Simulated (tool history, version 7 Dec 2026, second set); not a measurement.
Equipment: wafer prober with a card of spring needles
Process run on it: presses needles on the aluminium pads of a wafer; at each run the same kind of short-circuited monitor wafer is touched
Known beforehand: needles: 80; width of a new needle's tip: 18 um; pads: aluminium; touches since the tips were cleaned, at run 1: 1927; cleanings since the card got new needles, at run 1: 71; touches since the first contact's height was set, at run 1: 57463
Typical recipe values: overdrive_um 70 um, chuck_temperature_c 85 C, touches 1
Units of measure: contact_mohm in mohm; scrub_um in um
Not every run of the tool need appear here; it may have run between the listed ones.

run,hour,overdrive_um,chuck_temperature_c,touches,touches since the tips were cleaned,cleanings since the card got new needles,touches since the first contact's height was set,contact_mohm,scrub_um
1,0,70,85,1,1927,71,57463,193,14.41
# hour 2.4: tips cleaned on abrasive film
# hour 10.6: tips cleaned on abrasive film
2,16.8,70,85,1,2656,73,64616,194,14.35
# hour 18.2: tips cleaned on abrasive film
3,24.2,70,85,1,2592,74,67763,196,14.37
# hour 25.2: tips cleaned on abrasive film
# hour 32.6: tips cleaned on abrasive film
# hour 40: tips cleaned on abrasive film
4,40.7,70,85,1,327,77,74780,196,14.38
# hour 47.4: tips cleaned on abrasive film
5,50.3,70,85,1,1227,78,78864,190,14.36
# hour 55.4: tips cleaned on abrasive film
# hour 55.7: height of the first contact set anew
# hour 63: tips cleaned on abrasive film
6,63.1,70,85,1,25,80,3154,192,14.38
# hour 70.6: tips cleaned on abrasive film
7,77.2,70,85,1,2855,81,9222,198,14.42
# hour 78.4: tips cleaned on abrasive film
# hour 85.3: tips cleaned on abrasive film
# hour 92.3: tips cleaned on abrasive film
8,92.7,70,88,1,205,84,15789,192,14.34
# hour 99.7: tips cleaned on abrasive film
# hour 107: tips cleaned on abrasive film
9,107,70,85,1,0,86,21835,192,14.41
# hour 114.2: tips cleaned on abrasive film
# hour 122.2: tips cleaned on abrasive film
10,124,70,85,1,767,88,29093,194,14.37
# hour 129.2: tips cleaned on abrasive film
# hour 137.2: tips cleaned on abrasive film
11,141.2,70,85,1,1732,90,36450,191,14.38
# hour 145.3: tips cleaned on abrasive film
# hour 153.4: tips cleaned on abrasive film
12,158.6,70,85,1,2246,92,43881,195,14.4
# hour 160.8: tips cleaned on abrasive film
# hour 168.3: tips cleaned on abrasive film
13,172.5,70,85,1,1834,94,49799,192,14.38
# hour 175.9: tips cleaned on abrasive film
# hour 182.7: tips cleaned on abrasive film
14,185.8,70,85,2,1307,96,55425,191,14.39
# hour 189.7: tips cleaned on abrasive film
15,195.3,70,87,1,2423,97,59517,195,14.38
# hour 197.4: tips cleaned on abrasive film
16,204.1,73,111,3,2883,98,63256,203,15
# hour 205.5: tips cleaned on abrasive film
# hour 213.1: tips cleaned on abrasive film
17,218.2,73,111,3,2205,100,69242,199,15.02
# hour 221.1: tips cleaned on abrasive film
18,226,57,64,1,2100,101,72579,193,11.7

Estimate the outcome of run 19 from the log above:
# hour 228.2: tips cleaned on abrasive film
# hour 235.4: tips cleaned on abrasive film
# hour 242.5: tips cleaned on abrasive film
19,242.7,57,66,2,110,104,79672,?,?

{"run 19": {"contact_mohm": 193, "scrub_um": 11.72}}
Had the tool carried no hidden state, the very same run would have given contact_mohm 192 mohm, scrub_um 11.74 um.

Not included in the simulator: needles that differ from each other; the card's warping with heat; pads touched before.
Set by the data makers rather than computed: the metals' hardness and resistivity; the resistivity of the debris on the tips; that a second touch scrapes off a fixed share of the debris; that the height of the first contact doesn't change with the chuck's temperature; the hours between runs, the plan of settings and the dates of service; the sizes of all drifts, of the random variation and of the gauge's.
